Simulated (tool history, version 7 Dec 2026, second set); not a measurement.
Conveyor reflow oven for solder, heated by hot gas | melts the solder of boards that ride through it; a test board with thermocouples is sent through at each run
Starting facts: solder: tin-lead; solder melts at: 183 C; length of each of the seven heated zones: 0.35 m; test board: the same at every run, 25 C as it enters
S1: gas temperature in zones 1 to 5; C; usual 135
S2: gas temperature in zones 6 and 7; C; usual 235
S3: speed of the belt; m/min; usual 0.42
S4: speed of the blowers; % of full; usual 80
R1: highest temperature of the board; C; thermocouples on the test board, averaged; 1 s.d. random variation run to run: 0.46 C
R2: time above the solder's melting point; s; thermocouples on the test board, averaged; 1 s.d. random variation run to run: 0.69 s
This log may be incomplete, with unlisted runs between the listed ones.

run	hour	S1	S2	S3	S4	R1	R2
1	0	135	235	0.42	80	222	78.9
2	24.8	124	235	0.42	80	219.3	72.4
3	42.9	124	235	0.42	80	220.2	72
4	69.5	135	235	0.42	80	221.1	77.8
5	95	120	235	0.42	80	219.6	71.1
6	130.5	120	235	0.42	80	219.6	70.8
7	155.5	120	235	0.42	80	220.3	72.7
8	186.9	135	235	0.42	80	221.8	78.4
# hour 211.5: thermocouples of zones 6 and 7 changed
9	221.2	121	235	0.42	80	219.9	70.3
10	253.3	121	235	0.42	80	219.8	70.7
11	281.4	121	235	0.42	80	219.9	70.5
12	298.2	135	242	0.42	80	228.6	83.4
13	320.4	135	242	0.42	80	228.4	83.2
14	349.7	135	242	0.42	88	229.3	83.9
15	374.1	135	235	0.458	80	219.3	68.6
16	398.1	135	235	0.458	80	219.1	68.7
17	421.1	138	244	0.372	67	229.7	97.7
18	456.8	138	244	0.372	67	230.9	98
19	495.4	146	235	0.474	80	219.2	72.4
20	533.4	124	234	0.451	80	217.6	64.6
21	553.7	135	235	0.452	54	211.5	59.5
22	581.8	135	244	0.462	68	223.1	71.1
23	618.6	134	244	0.359	58	227.7	97
24	645.4	134	244	0.359	58	227.7	98.4
25	673	133	235	0.42	80	222	76.9
26	694.6	134	230	0.42	80	216.2	73.3
# hour 709.3: flux residue cleaned out of gas plates and filters
27	725.6	135	235	0.356	83	225.9	98.4
28	753	135	235	0.454	83	219.7	71.4
29	774.1	135	235	0.377	86	225.9	92.9

Each row is a separate what-if for the run after 29, all from the same tool condition, not one after another. Results?
A	802.2	149	235	0.377	75	?	?
B	802.2	143	233	0.377	86	?	?
C	802.2	135	235	0.475	80	?	?
D	802.2	135	229	0.349	72	?	?
E	802.2	135	236	0.383	86	?	?

run	R1	R2
A	225.8	97.3
B	225	94.8
C	217.8	65.7
D	219.2	94.2
E	225.9	91.6
Take away the tool's hidden state, keep each run's random variation, and the runs would have read:
run	R1	R2
A	225.8	97.1
B	225	94.6
C	217.7	65.6
D	219.2	94.1
E	225.9	91.5

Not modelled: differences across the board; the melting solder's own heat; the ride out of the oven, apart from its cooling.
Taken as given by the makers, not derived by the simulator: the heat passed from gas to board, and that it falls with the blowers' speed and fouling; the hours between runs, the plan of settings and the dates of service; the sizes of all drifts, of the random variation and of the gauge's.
